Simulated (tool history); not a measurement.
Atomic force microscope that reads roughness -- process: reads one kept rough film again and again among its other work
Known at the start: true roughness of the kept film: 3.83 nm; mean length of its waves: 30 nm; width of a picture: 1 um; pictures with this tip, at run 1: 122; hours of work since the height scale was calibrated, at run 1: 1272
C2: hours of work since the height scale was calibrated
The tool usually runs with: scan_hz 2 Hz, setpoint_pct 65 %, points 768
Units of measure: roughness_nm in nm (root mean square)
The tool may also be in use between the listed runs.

run 1 hour=0 | scan_hz=2 setpoint_pct=65 points=768 | pictures_with_this_tip=122 C2=1272 | roughness_nm=3.195
run 2 hour=50.7 | scan_hz=2 setpoint_pct=65 points=768 | pictures_with_this_tip=182 C2=1301 | roughness_nm=3.088
run 3 hour=88.4 | scan_hz=2 setpoint_pct=65 points=768 | pictures_with_this_tip=227 C2=1322 | roughness_nm=3.03
-- hour=125.4 new tip fitted
run 4 hour=132.5 | scan_hz=2 setpoint_pct=65 points=768 | pictures_with_this_tip=8 C2=1348 | roughness_nm=3.327
run 5 hour=197.2 | scan_hz=2 setpoint_pct=65 points=768 | pictures_with_this_tip=85 C2=1385 | roughness_nm=3.169
run 6 hour=234.2 | scan_hz=2 setpoint_pct=65 points=768 | pictures_with_this_tip=128 C2=1406 | roughness_nm=3.116
run 7 hour=266.5 | scan_hz=2 setpoint_pct=65 points=768 | pictures_with_this_tip=167 C2=1425 | roughness_nm=3.052
run 8 hour=321.1 | scan_hz=2 setpoint_pct=65 points=768 | pictures_with_this_tip=231 C2=1456 | roughness_nm=2.971
-- hour=353.8 new tip fitted
run 9 hour=353.8 | scan_hz=2 setpoint_pct=65 points=768 | pictures_with_this_tip=0 C2=1475 | roughness_nm=3.349
run 10 hour=403.3 | scan_hz=2 setpoint_pct=65 points=768 | pictures_with_this_tip=59 C2=1503 | roughness_nm=3.252
run 11 hour=454.7 | scan_hz=2 setpoint_pct=65 points=768 | pictures_with_this_tip=119 C2=1533 | roughness_nm=3.147
run 12 hour=484.8 | scan_hz=2 setpoint_pct=65 points=768 | pictures_with_this_tip=155 C2=1550 | roughness_nm=3.081
run 13 hour=513.7 | scan_hz=2 setpoint_pct=65 points=768 | pictures_with_this_tip=189 C2=1567 | roughness_nm=3.022
run 14 hour=578.9 | scan_hz=2 setpoint_pct=65 points=768 | pictures_with_this_tip=266 C2=1605 | roughness_nm=2.915
-- hour=583 new tip fitted
run 15 hour=610.5 | scan_hz=0.92 setpoint_pct=65 points=768 | pictures_with_this_tip=33 C2=1622 | roughness_nm=3.385
-- hour=617.2 height scale calibrated on a step standard
run 16 hour=645.7 | scan_hz=0.92 setpoint_pct=65 points=768 | pictures_with_this_tip=73 C2=16 | roughness_nm=3.35
run 17 hour=696.6 | scan_hz=1.14 setpoint_pct=65 points=768 | pictures_with_this_tip=133 C2=46 | roughness_nm=3.171
-- hour=730.5 height scale calibrated on a step standard, once more
run 18 hour=749.1 | scan_hz=1.29 setpoint_pct=66 points=802 | pictures_with_this_tip=194 C2=11 | roughness_nm=3.042
run 19 hour=797.6 | scan_hz=0.56 setpoint_pct=80 points=877 | pictures_with_this_tip=251 C2=39 | roughness_nm=2.923

What does the tool deliver on the next run?
-- hour=814.3 new tip fitted
run 20 hour=862.5 | scan_hz=2 setpoint_pct=65 points=718 | pictures_with_this_tip=57 C2=76 | roughness_nm=?

roughness_nm: 3.203 nm (root mean square)
Take away the tool's hidden state, keep the run-to-run variation as it was, and the same run would have given roughness_nm 3.319 nm (root mean square).

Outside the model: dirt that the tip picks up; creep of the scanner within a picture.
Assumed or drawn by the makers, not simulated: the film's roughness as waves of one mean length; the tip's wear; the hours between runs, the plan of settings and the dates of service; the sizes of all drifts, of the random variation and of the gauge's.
